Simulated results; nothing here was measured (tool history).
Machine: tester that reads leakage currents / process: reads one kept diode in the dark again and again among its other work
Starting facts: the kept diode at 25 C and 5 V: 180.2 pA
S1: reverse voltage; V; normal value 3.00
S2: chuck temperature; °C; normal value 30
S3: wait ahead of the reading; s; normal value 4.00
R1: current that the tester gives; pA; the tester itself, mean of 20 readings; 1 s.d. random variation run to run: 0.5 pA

run	hour	S1	S2	S3	R1
1	0.0	3.00	30	4.00	216.54
2	55.1	13.66	30	4.00	467.84
3	126.0	13.66	30	4.00	467.44
4	205.0	3.00	36	4.00	336.40
5	317.9	3.00	36	4.00	339.35
6	410.8	3.00	36	4.00	338.22
7	505.6	3.00	30	4.00	219.15
8	575.1	3.00	30	4.00	219.45
# hour 656.5: chuck's temperature calibrated
9	689.3	3.00	30	4.00	208.31
10	812.0	3.00	30	4.00	208.59
11	863.2	3.00	30	4.00	210.07
12	958.5	12.61	30	4.00	433.18
13	1061.3	3.00	30	4.00	210.43
14	1140.1	1.42	30	4.00	144.44
15	1248.8	1.42	30	4.00	145.42
16	1373.3	1.42	30	4.00	144.28
17	1470.2	1.42	30	0.57	146.17
18	1569.1	1.42	30	0.57	146.02
19	1622.4	3.00	30	1.19	213.06
20	1711.4	3.00	30	1.19	213.18
21	1819.8	3.00	24	4.10	135.01

Estimate the outcome of run 22 from the log above:
22	1878.6	1.70	49	4.00	?

Run 22 measured R1 613.54 pA.
On a tool with no hidden condition, and with the same random variation, this run would have come out at R1 603.02 pA.
